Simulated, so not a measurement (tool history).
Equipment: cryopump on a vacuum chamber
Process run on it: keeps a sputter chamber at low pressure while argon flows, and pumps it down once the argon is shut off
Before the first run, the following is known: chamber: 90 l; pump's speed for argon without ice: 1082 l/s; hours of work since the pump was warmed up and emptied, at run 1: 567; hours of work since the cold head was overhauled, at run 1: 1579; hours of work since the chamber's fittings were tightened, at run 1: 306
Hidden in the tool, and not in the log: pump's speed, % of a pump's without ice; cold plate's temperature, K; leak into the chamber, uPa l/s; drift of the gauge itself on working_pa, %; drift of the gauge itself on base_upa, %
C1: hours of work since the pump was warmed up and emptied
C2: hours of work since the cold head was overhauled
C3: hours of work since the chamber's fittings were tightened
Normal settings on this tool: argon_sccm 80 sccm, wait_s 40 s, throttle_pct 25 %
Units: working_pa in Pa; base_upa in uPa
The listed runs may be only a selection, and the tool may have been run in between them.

{"run": 1, "hour": 0.0, "argon_sccm": 80, "wait_s": 40, "throttle_pct": 25, "C1": 567, "C2": 1579, "C3": 306, "working_pa": 0.5156, "base_upa": 1.83}
{"run": 2, "hour": 97.5, "argon_sccm": 80, "wait_s": 82, "throttle_pct": 25, "C1": 619, "C2": 1630, "C3": 358, "working_pa": 0.5194, "base_upa": 1.25}
{"run": 3, "hour": 207.7, "argon_sccm": 80, "wait_s": 82, "throttle_pct": 25, "C1": 677, "C2": 1688, "C3": 416, "working_pa": 0.5184, "base_upa": 1.35}
{"run": 4, "hour": 260.2, "argon_sccm": 83, "wait_s": 40, "throttle_pct": 25, "C1": 705, "C2": 1716, "C3": 443, "working_pa": 0.5389, "base_upa": 2.0}
{"run": 5, "hour": 347.4, "argon_sccm": 83, "wait_s": 40, "throttle_pct": 25, "C1": 750, "C2": 1762, "C3": 489, "working_pa": 0.5379, "base_upa": 2.02}
{"run": 6, "hour": 445.8, "argon_sccm": 80, "wait_s": 40, "throttle_pct": 57, "C1": 802, "C2": 1813, "C3": 541, "working_pa": 0.2429, "base_upa": 2.05}
{"run": 7, "hour": 515.6, "argon_sccm": 80, "wait_s": 40, "throttle_pct": 57, "C1": 839, "C2": 1850, "C3": 578, "working_pa": 0.2442, "base_upa": 2.14}
{"run": 8, "hour": 572.6, "argon_sccm": 80, "wait_s": 40, "throttle_pct": 57, "C1": 869, "C2": 1880, "C3": 608, "working_pa": 0.2432, "base_upa": 2.09}
{"run": 9, "hour": 658.2, "argon_sccm": 80, "wait_s": 40, "throttle_pct": 25, "C1": 914, "C2": 1925, "C3": 653, "working_pa": 0.5276, "base_upa": 2.16}
{"run": 10, "hour": 767.9, "argon_sccm": 80, "wait_s": 48, "throttle_pct": 25, "C1": 972, "C2": 1983, "C3": 711, "working_pa": 0.5311, "base_upa": 2.0}
{"run": 11, "hour": 818.8, "argon_sccm": 80, "wait_s": 48, "throttle_pct": 25, "C1": 999, "C2": 2010, "C3": 738, "working_pa": 0.5288, "base_upa": 2.05}
{"hour": 839.5, "done": "pump warmed up, emptied and cooled again"}
{"run": 12, "hour": 902.7, "argon_sccm": 80, "wait_s": 48, "throttle_pct": 25, "C1": 33, "C2": 2051, "C3": 779, "working_pa": 0.5019, "base_upa": 1.92}
{"run": 13, "hour": 966.8, "argon_sccm": 80, "wait_s": 48, "throttle_pct": 25, "C1": 67, "C2": 2085, "C3": 813, "working_pa": 0.506, "base_upa": 2.01}
{"run": 14, "hour": 1062.0, "argon_sccm": 80, "wait_s": 48, "throttle_pct": 25, "C1": 117, "C2": 2135, "C3": 863, "working_pa": 0.5072, "base_upa": 1.99}
{"run": 15, "hour": 1158.6, "argon_sccm": 80, "wait_s": 48, "throttle_pct": 25, "C1": 168, "C2": 2186, "C3": 914, "working_pa": 0.5055, "base_upa": 1.99}
{"run": 16, "hour": 1205.9, "argon_sccm": 80, "wait_s": 40, "throttle_pct": 43, "C1": 193, "C2": 2211, "C3": 939, "working_pa": 0.2974, "base_upa": 2.24}
{"run": 17, "hour": 1301.1, "argon_sccm": 80, "wait_s": 40, "throttle_pct": 43, "C1": 243, "C2": 2261, "C3": 989, "working_pa": 0.299, "base_upa": 2.31}
{"run": 18, "hour": 1353.4, "argon_sccm": 149, "wait_s": 27, "throttle_pct": 38, "C1": 271, "C2": 2289, "C3": 1017, "working_pa": 0.6276, "base_upa": 3.01}
{"run": 19, "hour": 1440.1, "argon_sccm": 46, "wait_s": 21, "throttle_pct": 24, "C1": 316, "C2": 2335, "C3": 1062, "working_pa": 0.3068, "base_upa": 3.58}
{"run": 20, "hour": 1528.3, "argon_sccm": 33, "wait_s": 158, "throttle_pct": 30, "C1": 363, "C2": 2381, "C3": 1109, "working_pa": 0.1778, "base_upa": 1.47}
{"run": 21, "hour": 1619.2, "argon_sccm": 33, "wait_s": 158, "throttle_pct": 30, "C1": 411, "C2": 2429, "C3": 1157, "working_pa": 0.1756, "base_upa": 1.47}
{"run": 22, "hour": 1682.9, "argon_sccm": 48, "wait_s": 227, "throttle_pct": 28, "C1": 444, "C2": 2462, "C3": 1190, "working_pa": 0.2771, "base_upa": 1.39}
{"run": 23, "hour": 1739.3, "argon_sccm": 80, "wait_s": 32, "throttle_pct": 25, "C1": 474, "C2": 2492, "C3": 1220, "working_pa": 0.5143, "base_upa": 2.84}
{"run": 24, "hour": 1837.2, "argon_sccm": 105, "wait_s": 201, "throttle_pct": 50, "C1": 526, "C2": 2544, "C3": 1272, "working_pa": 0.3494, "base_upa": 1.57}
{"run": 25, "hour": 1928.8, "argon_sccm": 78, "wait_s": 178, "throttle_pct": 31, "C1": 574, "C2": 2592, "C3": 1320, "working_pa": 0.407, "base_upa": 1.63}
{"run": 26, "hour": 2039.6, "argon_sccm": 78, "wait_s": 178, "throttle_pct": 31, "C1": 632, "C2": 2650, "C3": 1378, "working_pa": 0.4107, "base_upa": 1.73}
{"hour": 2094.1, "done": "leaking fittings of the chamber tightened, without venting"}
{"run": 27, "hour": 2139.4, "argon_sccm": 78, "wait_s": 178, "throttle_pct": 31, "C1": 684, "C2": 2702, "C3": 24, "working_pa": 0.4117, "base_upa": 0.69}
{"run": 28, "hour": 2199.6, "argon_sccm": 127, "wait_s": 21, "throttle_pct": 48, "C1": 715, "C2": 2734, "C3": 56, "working_pa": 0.4491, "base_upa": 2.96}
{"run": 29, "hour": 2283.7, "argon_sccm": 113, "wait_s": 53, "throttle_pct": 37, "C1": 760, "C2": 2778, "C3": 100, "working_pa": 0.5099, "base_upa": 1.38}
{"run": 30, "hour": 2353.5, "argon_sccm": 113, "wait_s": 53, "throttle_pct": 37, "C1": 797, "C2": 2815, "C3": 137, "working_pa": 0.5085, "base_upa": 1.51}
{"run": 31, "hour": 2440.1, "argon_sccm": 113, "wait_s": 274, "throttle_pct": 31, "C1": 842, "C2": 2860, "C3": 182, "working_pa": 0.6091, "base_upa": 0.72}
{"run": 32, "hour": 2509.0, "argon_sccm": 105, "wait_s": 274, "throttle_pct": 19, "C1": 878, "C2": 2897, "C3": 219, "working_pa": 0.8997, "base_upa": 0.76}
{"run": 33, "hour": 2573.2, "argon_sccm": 102, "wait_s": 164, "throttle_pct": 17, "C1": 912, "C2": 2930, "C3": 252, "working_pa": 0.9781, "base_upa": 0.88}

For each entry between runs, how does the tool's hidden state at the last listed run before it compare with that at the first listed run after it?
Logged between run 11 and run 12: pump warmed up, emptied and cooled again (hour 839.5)
  pump's speed, % of a pump's without ice: 82 -> 99.3; cold plate's temperature, K: 12.84 -> 12.86; leak into the chamber, uPa l/s: 848 -> 878
  what was measured, less what the result would be without the hidden state, working_pa: +0.0300 -> +0.0030 Pa; base_upa: +0.70 -> +0.56 uPa
Logged between run 26 and run 27: leaking fittings of the chamber tightened, without venting (hour 2094.1)
  pump's speed, % of a pump's without ice: 88.8 -> 87.8; cold plate's temperature, K: 13.08 -> 13.1; leak into the chamber, uPa l/s: 1307 -> 365
  what was measured, less what the result would be without the hidden state, working_pa: +0.0184 -> +0.0199 Pa; base_upa: +1.14 -> +0.12 uPa
